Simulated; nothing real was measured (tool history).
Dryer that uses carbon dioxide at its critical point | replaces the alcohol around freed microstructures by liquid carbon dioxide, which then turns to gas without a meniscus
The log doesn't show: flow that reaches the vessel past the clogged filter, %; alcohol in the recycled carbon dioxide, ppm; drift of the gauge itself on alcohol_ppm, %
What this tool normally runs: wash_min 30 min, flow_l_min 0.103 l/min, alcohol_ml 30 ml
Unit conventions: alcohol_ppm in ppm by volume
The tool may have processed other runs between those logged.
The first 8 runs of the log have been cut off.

| run | hour | wash_min | flow_l_min | alcohol_ml | hours of work since the filter was changed | hours of work since the purifier's bed was changed | alcohol_ppm |
|---|---|---|---|---|---|---|---|
| 9 | 119.4 | 19 | 0.103 | 30 | 119 | 138 | 2000 |
| 10 | 141.4 | 30 | 0.103 | 30 | 135 | 154 | 300 |
| 11 | 160.3 | 21 | 0.103 | 30 | 148 | 168 | 1468 |
| 12 | 173.6 | 21 | 0.103 | 30 | 158 | 177 | 1447 |
| 13 | 185.3 | 21 | 0.103 | 30 | 167 | 186 | 1479 |
| 14 | 196.9 | 21 | 0.103 | 30 | 175 | 194 | 1522 |
| 15 | 215.7 | 21 | 0.103 | 30 | 189 | 208 | 1570 |
| 16 | 231 | 30 | 0.103 | 30 | 200 | 219 | 340 |
| 17 | 242.1 | 30 | 0.103 | 30 | 208 | 227 | 351 |
| 18 | 261.5 | 30 | 0.103 | 30 | 222 | 241 | 369 |
| 19 | 270.6 | 30 | 0.102 | 30 | 228 | 247 | 392 |
| 20 | 289 | 22 | 0.102 | 30 | 242 | 261 | 1477 |
| 21 | 305.1 | 22 | 0.102 | 30 | 253 | 272 | 1474 |
| 22 | 322.8 | 22 | 0.102 | 30 | 266 | 285 | 1534 |
| 23 | 340.8 | 42 | 0.106 | 30 | 279 | 298 | 69 |
| 24 | 357 | 44 | 0.132 | 30 | 291 | 310 | 38 |
| 25 | 371.4 | 30 | 0.068 | 63 | 301 | 321 | 4990 |
| 26 | 381.8 | 26 | 0.063 | 115 | 309 | 328 | 17559 |
| 27 | 399.2 | 26 | 0.063 | 115 | 322 | 341 | 17773 |
| 28 | 413.8 | 26 | 0.063 | 115 | 332 | 351 | 17769 |
| 29 | 435.1 | 26 | 0.063 | 115 | 347 | 367 | 17984 |

The next listed run, before its measurement:
| 30 | 445.4 | 36 | 0.147 | 27 | 355 | 374 | ? |

alcohol_ppm: 51 ppm by volume
Had the tool carried no hidden state, the very same run would have given alcohol_ppm 9 ppm by volume.
